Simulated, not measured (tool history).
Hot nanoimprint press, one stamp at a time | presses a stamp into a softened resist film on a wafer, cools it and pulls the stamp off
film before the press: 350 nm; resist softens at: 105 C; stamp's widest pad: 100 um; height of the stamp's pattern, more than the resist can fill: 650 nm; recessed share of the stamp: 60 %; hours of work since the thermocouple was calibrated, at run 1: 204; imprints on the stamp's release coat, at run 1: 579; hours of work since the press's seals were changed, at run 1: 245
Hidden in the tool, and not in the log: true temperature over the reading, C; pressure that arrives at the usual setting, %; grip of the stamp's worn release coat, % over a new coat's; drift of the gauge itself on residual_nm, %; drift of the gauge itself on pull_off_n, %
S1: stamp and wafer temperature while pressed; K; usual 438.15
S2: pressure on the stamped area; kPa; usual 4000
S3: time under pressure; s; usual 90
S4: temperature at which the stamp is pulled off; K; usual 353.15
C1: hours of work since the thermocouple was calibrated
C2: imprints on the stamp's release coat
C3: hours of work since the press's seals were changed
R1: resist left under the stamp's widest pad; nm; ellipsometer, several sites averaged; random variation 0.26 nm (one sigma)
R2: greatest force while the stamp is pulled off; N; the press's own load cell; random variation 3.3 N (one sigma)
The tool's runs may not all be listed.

run,hour,S1,S2,S3,S4,C1,C2,C3,R1,R2
1,0.0,438.15,4000,90,353.15,204,579,245,141.2,193
2,11.7,438.15,4000,90,353.15,209,595,250,141.0,193
3,26.2,438.15,4000,90,353.15,215,615,256,141.3,201
4,46.8,438.15,4000,90,353.15,224,643,264,141.1,188
5,59.2,438.15,4000,90,353.15,229,660,269,141.3,201
6,70.6,438.15,4000,90,353.15,234,676,274,141.5,203
7,87.9,438.15,4000,90,353.15,241,700,281,140.8,204
8,106.5,438.15,4000,90,353.15,249,725,289,140.8,200
9,117.2,438.15,4000,90,353.15,253,740,294,140.7,202
10,126.3,438.15,4000,90,353.15,257,753,298,141.0,204
11,136.1,438.15,4000,90,353.15,261,766,302,140.6,206
12,154.7,438.15,4000,127,353.15,269,792,309,125.1,203
13,163.8,438.15,4000,127,353.15,273,804,313,125.2,206
# hour 182.4: plate thermocouple calibrated
14,182.4,438.15,4000,127,353.15,0,826,320,130.8,201
15,195.2,438.15,4000,90,353.15,5,843,325,147.4,212
16,209.6,438.15,4000,90,353.15,11,863,331,146.5,212
17,229.7,436.15,5540,90,353.15,20,891,340,133.0,217
18,241.0,436.15,5540,90,353.15,24,906,344,132.9,223
19,259.0,437.15,4000,93,353.15,32,931,352,151.1,215
20,277.7,437.15,4000,93,353.15,40,957,360,151.3,219
21,286.7,437.15,3200,97,353.15,44,969,363,168.0,226
22,299.9,438.15,5550,52,360.15,49,988,369,146.9,217
23,311.1,437.15,2950,48,357.15,54,1003,374,215.2,225
24,322.7,437.15,2950,48,357.15,59,1019,378,215.1,217
25,334.7,437.15,2950,48,357.15,64,1036,383,215.1,218
26,343.1,435.15,2950,48,357.15,67,1047,387,230.0,225
27,359.8,435.15,6160,103,356.15,74,1070,394,125.1,227
28,378.0,438.15,6160,47,356.15,82,1095,401,143.7,235
29,390.3,439.15,3460,47,356.15,87,1112,407,187.2,230
30,410.9,439.15,2440,133,356.15,96,1140,415,161.9,230
31,431.4,438.15,4000,55,345.15,104,1169,424,171.6,251

The same runs without the tool's hidden state, with the same run-to-run variation:
run,R1,R2
1,143.1,157
2,142.9,156
3,143.3,162
4,143.2,150
5,143.4,159
6,143.6,160
7,143.0,160
8,143.1,155
9,143.1,155
10,143.4,157
11,143.0,158
12,127.3,154
13,127.5,156
14,127.2,150
15,143.5,157
16,142.7,156
17,128.7,159
18,128.6,162
19,147.4,155
20,147.7,156
21,164.7,161
22,142.6,154
23,211.9,159
24,211.9,151
25,212.0,153
26,226.9,156
27,121.0,157
28,139.2,161
29,184.1,157
30,159.8,155
31,168.4,168

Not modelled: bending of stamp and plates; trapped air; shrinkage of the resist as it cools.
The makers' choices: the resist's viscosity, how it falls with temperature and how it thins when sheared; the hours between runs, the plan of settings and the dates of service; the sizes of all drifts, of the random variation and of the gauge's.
